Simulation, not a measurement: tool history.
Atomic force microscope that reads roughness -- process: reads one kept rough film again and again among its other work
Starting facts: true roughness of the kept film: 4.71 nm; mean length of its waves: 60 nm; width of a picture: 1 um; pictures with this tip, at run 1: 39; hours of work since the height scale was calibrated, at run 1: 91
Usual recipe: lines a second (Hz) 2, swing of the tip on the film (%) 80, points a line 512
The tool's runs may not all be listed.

run	day	lines a second (Hz)	swing of the tip on the film (%)	points a line	pictures with this tip	hours of work since the height scale was calibrated	roughness of the kept film (nm (root mean square))
1	0	2	80	512	39	91	4.025
2	0.362	2	80	512	57	96	3.986
3	0.621	2	80	512	69	100	3.961
4	0.983	2	80	512	86	106	3.959
5	1.175	2	80	512	95	109	3.934
6	1.458	2	80	512	109	114	3.855
7	1.742	2	80	512	122	118	3.86
8	2.042	2	80	512	137	123	3.855
9	2.367	2	80	512	152	128	3.795
10	2.725	2	80	512	169	134	3.776
11	3.075	2	80	512	186	139	3.712
12	3.333	2	80	512	198	143	3.731
13	3.746	2	80	512	218	150	3.653
14	3.983	2	80	495	230	153	3.664
15	4.329	2	80	512	246	159	3.611
16	4.733	2	80	512	265	165	3.578
17	5.058	2	80	512	281	170	3.529
# day 5.183: new tip fitted
18	5.479	2	80	512	14	177	4.141
19	5.812	2	80	512	30	182	4.087
20	6.029	2	80	974	40	185	4.054
21	6.388	2	83	512	58	191	3.972
22	6.608	2	83	651	68	194	3.932
23	6.829	2	83	651	79	198	3.901
24	7.2	2	80	512	96	204	3.915
25	7.475	2	72	543	109	208	4.005
26	7.821	2	72	543	126	213	3.963
27	8.121	0.81	78	372	140	218	4.007
28	8.312	0.5	78	956	149	221	4.011
29	8.617	0.5	78	956	164	226	3.958
30	9.017	0.5	78	956	183	232	3.949
31	9.308	3.33	58	710	197	237	3.844
# day 9.371: height scale calibrated on a step standard
32	9.679	1.34	80	512	213	5	3.76
33	9.979	2.89	80	998	227	10	3.521
34	10.354	2.89	80	998	245	15	3.506
# day 10.562: height scale calibrated on a step standard, once more
35	10.592	0.75	56	814	254	0	3.832
36	10.808	2.27	68	495	265	4	3.7
37	11	2.27	68	495	274	7	3.665
# day 11.267: new tip fitted
38	11.329	1.44	80	394	3	12	4.231
39	11.554	2	80	324	13	15	4.093
40	11.962	2	80	324	33	22	4.049
41	12.254	2	80	492	47	26	4.018
42	12.592	0.82	80	723	63	32	4.179
43	12.783	2	80	432	72	35	3.966
44	13.133	3.86	72	846	89	40	3.892
45	13.504	0.94	72	846	107	46	4.099
46	13.742	2	69	879	118	50	3.974
47	13.975	0.72	82	500	129	53	3.979
48	14.325	0.72	82	500	146	59	3.929

Results per run with the tool's hidden condition removed, run-to-run variation unchanged:
The hidden state here: radius of the tip, nm; height scale over the true one, %; drift of the gauge itself on roughness_nm, %.
run	roughness of the kept film (nm (root mean square))
1	4.148
2	4.15
3	4.152
4	4.188
5	4.182
6	4.128
7	4.163
8	4.191
9	4.159
10	4.185
11	4.149
12	4.196
13	4.155
14	4.194
15	4.169
16	4.173
17	4.15
18	4.195
19	4.181
20	4.172
21	4.129
22	4.111
23	4.105
24	4.164
25	4.29
26	4.288
27	4.371
28	4.4
29	4.378
30	4.415
31	4.33
32	4.278
33	4.036
34	4.058
35	4.444
36	4.315
37	4.299
38	4.26
39	4.145
40	4.152
41	4.155
42	4.365
43	4.166
44	4.131
45	4.398
46	4.293
47	4.329
48	4.312

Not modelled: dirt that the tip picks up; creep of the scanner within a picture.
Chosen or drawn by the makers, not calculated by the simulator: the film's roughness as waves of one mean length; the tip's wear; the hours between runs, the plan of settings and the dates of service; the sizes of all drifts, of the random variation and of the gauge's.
